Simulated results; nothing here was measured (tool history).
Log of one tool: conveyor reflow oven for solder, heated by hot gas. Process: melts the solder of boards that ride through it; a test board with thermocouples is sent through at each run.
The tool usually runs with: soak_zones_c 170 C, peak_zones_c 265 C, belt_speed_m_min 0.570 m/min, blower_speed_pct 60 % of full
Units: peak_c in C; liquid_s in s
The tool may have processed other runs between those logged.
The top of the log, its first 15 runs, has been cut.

Run 16, hour 302.9: usual settings but peak_zones_c 256 C. Result: peak_c 242.3 C, liquid_s 54.4 s.
Run 17, hour 317.8: usual settings but peak_zones_c 272 C. Result: peak_c 257.0 C, liquid_s 66.5 s.
Run 18, hour 332.4: usual settings but peak_zones_c 255 C, blower_speed_pct 54 % of full. Result: peak_c 239.8 C, liquid_s 51.1 s.
Run 19, hour 348.1: usual settings but peak_zones_c 269 C, blower_speed_pct 64 % of full. Result: peak_c 254.7 C, liquid_s 65.3 s.
Run 20, hour 370.4: usual settings but belt_speed_m_min 0.580 m/min. Result: peak_c 249.8 C, liquid_s 60.0 s.
Run 21, hour 391.0: usual settings but belt_speed_m_min 0.580 m/min. Result: peak_c 249.9 C, liquid_s 59.7 s.
Run 22, hour 402.7: usual settings but belt_speed_m_min 0.580 m/min. Result: peak_c 249.6 C, liquid_s 59.6 s.
At hour 416.0: flux residue cleaned out of gas plates and filters.
Run 23, hour 424.2: usual settings but soak_zones_c 172 C, peak_zones_c 269 C. Result: peak_c 254.7 C, liquid_s 66.3 s.
Run 24, hour 439.5: usual settings but peak_zones_c 278 C, belt_speed_m_min 0.509 m/min, blower_speed_pct 87 % of full. Result: peak_c 270.2 C, liquid_s 84.5 s.
Run 25, hour 458.5: usual settings but soak_zones_c 164 C, peak_zones_c 279 C, belt_speed_m_min 0.527 m/min, blower_speed_pct 87 % of full. Result: peak_c 270.1 C, liquid_s 79.7 s.
Run 26, hour 476.8: usual settings but soak_zones_c 164 C, peak_zones_c 279 C, belt_speed_m_min 0.527 m/min, blower_speed_pct 87 % of full. Result: peak_c 270.1 C, liquid_s 79.6 s.
Run 27, hour 491.8: usual settings but soak_zones_c 164 C, peak_zones_c 279 C, belt_speed_m_min 0.527 m/min, blower_speed_pct 87 % of full. Result: peak_c 269.7 C, liquid_s 79.5 s.
Run 28, hour 502.5: usual settings but peak_zones_c 274 C. Result: peak_c 259.7 C, liquid_s 68.3 s.
Run 29, hour 518.4: usual settings but soak_zones_c 182 C, peak_zones_c 262 C. Result: peak_c 249.7 C, liquid_s 66.6 s.
At hour 526.1: thermocouples of zones 6 and 7 changed.
Run 30, hour 541.1: usual settings but soak_zones_c 182 C, peak_zones_c 262 C. Result: peak_c 252.1 C, liquid_s 68.5 s.
Run 31, hour 559.8: usual settings but soak_zones_c 160 C, belt_speed_m_min 0.626 m/min, blower_speed_pct 67 % of full. Result: peak_c 251.3 C, liquid_s 53.5 s.

Branching from run 31: 3 alternative next runs. What would each branch give?
Run A, hour 578.3: usual settings but soak_zones_c 176 C, belt_speed_m_min 0.652 m/min, blower_speed_pct 67 % of full. Result: peak_c ?, liquid_s ?.
Run B, hour 578.3: usual settings but soak_zones_c 161 C, belt_speed_m_min 0.547 m/min. Result: peak_c ?, liquid_s ?.
Run C, hour 578.3: usual settings but soak_zones_c 176 C, belt_speed_m_min 0.523 m/min, blower_speed_pct 80 % of full. Result: peak_c ?, liquid_s ?.

run  peak_c  liquid_s
  A   252.4      56.9
  B   253.6      64.4
  C   259.4      78.6
Had the tool no hidden state, the same runs would have come out as:
run  peak_c  liquid_s
  A   252.8      57.1
  B   253.8      64.5
  C   259.6      78.6
